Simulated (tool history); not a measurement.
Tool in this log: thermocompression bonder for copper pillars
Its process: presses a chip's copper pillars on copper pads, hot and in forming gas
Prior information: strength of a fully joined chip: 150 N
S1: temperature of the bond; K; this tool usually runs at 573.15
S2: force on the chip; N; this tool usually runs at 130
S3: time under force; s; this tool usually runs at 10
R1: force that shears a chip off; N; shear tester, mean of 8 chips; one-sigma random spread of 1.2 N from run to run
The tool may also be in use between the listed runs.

{"run": 1, "hour": 0.0, "S1": 573.15, "S2": 130, "S3": 10, "R1": 98.6}
{"run": 2, "hour": 48.3, "S1": 573.15, "S2": 130, "S3": 10, "R1": 99.6}
{"run": 3, "hour": 78.3, "S1": 573.15, "S2": 130, "S3": 10, "R1": 102.6}
{"hour": 94.7, "done": "forming gas filter changed"}
{"run": 4, "hour": 123.5, "S1": 573.15, "S2": 121, "S3": 10, "R1": 101}
{"run": 5, "hour": 143.0, "S1": 572.15, "S2": 130, "S3": 10, "R1": 100.7}
{"run": 6, "hour": 191.3, "S1": 573.15, "S2": 130, "S3": 10, "R1": 103.8}
{"run": 7, "hour": 217.0, "S1": 573.15, "S2": 130, "S3": 10, "R1": 101.5}
{"run": 8, "hour": 265.6, "S1": 573.15, "S2": 130, "S3": 9, "R1": 97.3}
{"run": 9, "hour": 300.7, "S1": 573.15, "S2": 130, "S3": 9, "R1": 96.5}
{"run": 10, "hour": 339.9, "S1": 573.15, "S2": 130, "S3": 9, "R1": 96.2}
{"run": 11, "hour": 381.7, "S1": 573.15, "S2": 130, "S3": 9, "R1": 97}
{"run": 12, "hour": 419.3, "S1": 559.15, "S2": 130, "S3": 9, "R1": 87.5}
{"run": 13, "hour": 458.8, "S1": 559.15, "S2": 114, "S3": 9, "R1": 83.7}
{"hour": 470.7, "done": "forming gas filter changed"}
{"run": 14, "hour": 500.6, "S1": 559.15, "S2": 113, "S3": 9, "R1": 84.5}
{"run": 15, "hour": 546.0, "S1": 573.15, "S2": 110, "S3": 15, "R1": 104.8}
{"run": 16, "hour": 571.1, "S1": 553.15, "S2": 157, "S3": 16, "R1": 105.9}
{"hour": 577.2, "done": "heater calibrated with a thermocouple chip"}
{"run": 17, "hour": 603.2, "S1": 545.15, "S2": 166, "S3": 15, "R1": 98.8}
{"run": 18, "hour": 630.2, "S1": 573.15, "S2": 88, "S3": 10, "R1": 83.6}
{"run": 19, "hour": 656.2, "S1": 573.15, "S2": 122, "S3": 10, "R1": 97.5}
{"run": 20, "hour": 685.1, "S1": 575.15, "S2": 130, "S3": 12, "R1": 102.8}
{"hour": 691.1, "done": "heater calibrated with a thermocouple chip, once more"}
{"run": 21, "hour": 734.5, "S1": 583.15, "S2": 88, "S3": 22, "R1": 116.6}
{"run": 22, "hour": 763.6, "S1": 599.15, "S2": 130, "S3": 10, "R1": 118}
{"run": 23, "hour": 807.3, "S1": 594.15, "S2": 90, "S3": 8, "R1": 99.9}
{"run": 24, "hour": 847.3, "S1": 565.15, "S2": 189, "S3": 10, "R1": 109.3}
{"hour": 850.3, "done": "forming gas filter changed"}
{"run": 25, "hour": 880.3, "S1": 600.15, "S2": 118, "S3": 10, "R1": 117.8}
{"run": 26, "hour": 928.7, "S1": 564.15, "S2": 124, "S3": 11, "R1": 98.5}
{"hour": 936.2, "done": "force cell calibrated"}
{"run": 27, "hour": 963.1, "S1": 573.15, "S2": 88, "S3": 10, "R1": 87.7}

Consider 5 possible next runs. They are alternatives, not a sequence: every one starts from the tool as it was left by run 27. What does each give?
{"run": "A", "hour": 1005.2, "S1": 573.15, "S2": 129, "S3": 9, "R1": "?"}
{"run": "B", "hour": 1005.2, "S1": 573.15, "S2": 161, "S3": 11, "R1": "?"}
{"run": "C", "hour": 1005.2, "S1": 582.15, "S2": 107, "S3": 7, "R1": "?"}
{"run": "D", "hour": 1005.2, "S1": 553.15, "S2": 130, "S3": 7, "R1": "?"}
{"run": "E", "hour": 1005.2, "S1": 575.15, "S2": 130, "S3": 24, "R1": "?"}

run=A R1=97
run=B R1=109.6
run=C R1=90.4
run=D R1=78.9
run=E R1=123.9
With no hidden state in the tool, these same runs would have given:
run=A R1=100.2
run=B R1=113
run=C R1=93.6
run=D R1=82
run=E R1=127.2

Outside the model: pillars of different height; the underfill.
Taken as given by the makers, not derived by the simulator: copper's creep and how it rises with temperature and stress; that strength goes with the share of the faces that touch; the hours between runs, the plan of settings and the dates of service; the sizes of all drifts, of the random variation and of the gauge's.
